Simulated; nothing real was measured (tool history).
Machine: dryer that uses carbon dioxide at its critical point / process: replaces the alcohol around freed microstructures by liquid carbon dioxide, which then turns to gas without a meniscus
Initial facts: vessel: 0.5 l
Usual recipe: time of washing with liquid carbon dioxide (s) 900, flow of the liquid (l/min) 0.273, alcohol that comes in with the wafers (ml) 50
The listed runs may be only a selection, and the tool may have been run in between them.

run   hour  time of washing with liquid carbon dioxide (s)  flow of the liquid (l/min)  alcohol that comes in with the wafers (ml)  alcohol left in the vessel before it's heated (ppm by volume)
  1      0                                             900                       0.273                                          50                                                            107
  2   38.6                                             900                       0.273                                          50                                                            108
  3   88.7                                             900                       0.273                                          50                                                            124
  4  113.7                                             900                       0.273                                          50                                                            135
  5  154.4                                             900                       0.273                                          50                                                            144
  6  196.1                                             600                       0.273                                          50                                                            777
  7  232.3                                             900                       0.273                                          50                                                            155
  8  288.1                                             900                       0.454                                          50                                                             97
  9  321.8                                             900                       0.235                                          37                                                            251
 10    368                                             900                       0.169                                          50                                                           1344
 11  420.9                                            1320                       0.463                                          80                                                            125
 12  473.2                                            1320                       0.463                                          80                                                            140
 13  520.9                                            1380                       0.231                                          60                                                            146
 14  574.6                                             960                       0.264                                          58                                                            195

Not shown: 1 entry that the log had between the listed runs. Between which runs, and how does the tool's hidden state differ before and after?
Run 11 -> run 12: inlet filter changed (hour 460.5)
  flow that reaches the vessel past the clogged filter, %: 92 -> 99.8; alcohol in the recycled carbon dioxide, ppm: 127.9 -> 136.1
  measured value less the no-hidden-state value, alcohol left in the vessel before it's heated (ppm by volume): +121 -> +131
